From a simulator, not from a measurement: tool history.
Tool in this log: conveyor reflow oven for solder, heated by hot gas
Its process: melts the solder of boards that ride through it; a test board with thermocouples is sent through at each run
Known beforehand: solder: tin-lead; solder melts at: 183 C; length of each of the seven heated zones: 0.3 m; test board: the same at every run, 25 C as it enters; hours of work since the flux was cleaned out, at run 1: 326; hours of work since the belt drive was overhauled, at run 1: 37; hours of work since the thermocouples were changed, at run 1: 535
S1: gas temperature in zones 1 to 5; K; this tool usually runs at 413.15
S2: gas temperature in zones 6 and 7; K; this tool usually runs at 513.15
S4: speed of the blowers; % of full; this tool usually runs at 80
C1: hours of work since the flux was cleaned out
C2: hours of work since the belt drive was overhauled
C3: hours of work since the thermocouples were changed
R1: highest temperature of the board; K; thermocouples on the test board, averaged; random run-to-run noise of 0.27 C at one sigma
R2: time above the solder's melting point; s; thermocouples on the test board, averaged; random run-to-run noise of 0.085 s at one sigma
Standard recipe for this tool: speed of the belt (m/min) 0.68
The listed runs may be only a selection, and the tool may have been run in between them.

Run 1, hour 0: usual settings; C1 326; C2 37; C3 535. Result: R1 498.15 K, R2 43.83 s.
Run 2, hour 11: usual settings; C1 331; C2 42; C3 540. Result: R1 497.55 K, R2 43.94 s.
Run 3, hour 23.4: usual settings but speed of the belt (m/min) 0.594; C1 337; C2 48; C3 546. Result: R1 501.55 K, R2 52.13 s.
Run 4, hour 33: usual settings but speed of the belt (m/min) 0.594; C1 342; C2 52; C3 550. Result: R1 501.45 K, R2 52.3 s.
Run 5, hour 41.1: usual settings but speed of the belt (m/min) 0.594; C1 345; C2 56; C3 554. Result: R1 501.55 K, R2 52.25 s.
Run 6, hour 48.6: usual settings but speed of the belt (m/min) 0.594; C1 349; C2 60; C3 558. Result: R1 501.45 K, R2 52.3 s.
Run 7, hour 57.1: usual settings but S4 77 % of full; C1 353; C2 64; C3 562. Result: R1 497.15 K, R2 43.52 s.
Run 8, hour 68.8: usual settings but S4 77 % of full; C1 359; C2 69; C3 567. Result: R1 497.55 K, R2 43.54 s.
Run 9, hour 78: usual settings; C1 363; C2 74; C3 572. Result: R1 497.55 K, R2 43.79 s.
Run 10, hour 90.4: usual settings; C1 369; C2 79; C3 578. Result: R1 497.65 K, R2 43.71 s.
At hour 96.9: flux residue cleaned out of gas plates and filters.
Run 11, hour 102: usual settings but S1 422.15 K, speed of the belt (m/min) 0.653; C1 2; C2 83; C3 581. Result: R1 500.45 K, R2 49.22 s.
Run 12, hour 114: usual settings but S1 423.15 K, speed of the belt (m/min) 0.725, S4 65 % of full; C1 8; C2 88; C3 586. Result: R1 494.25 K, R2 41.62 s.
Run 13, hour 123.6: usual settings but S1 423.15 K, speed of the belt (m/min) 0.725, S4 65 % of full; C1 13; C2 93; C3 591. Result: R1 493.95 K, R2 41.7 s.
Run 14, hour 129.5: usual settings but S1 398.15 K, speed of the belt (m/min) 0.689, S4 64 % of full; C1 15; C2 96; C3 594. Result: R1 490.55 K, R2 36.03 s.

Predict the results of run 15:
Run 15, hour 135.9: usual settings but S1 398.15 K, speed of the belt (m/min) 0.689, S4 64 % of full; C1 18; C2 99; C3 597. Result: R1 ?, R2 ?.

Run 15 gave R1 490.35 K, R2 35.99 s.
With the hidden condition absent and the run-to-run variation left alone, this run would have shown R1 490.45 K, R2 36.04 s.
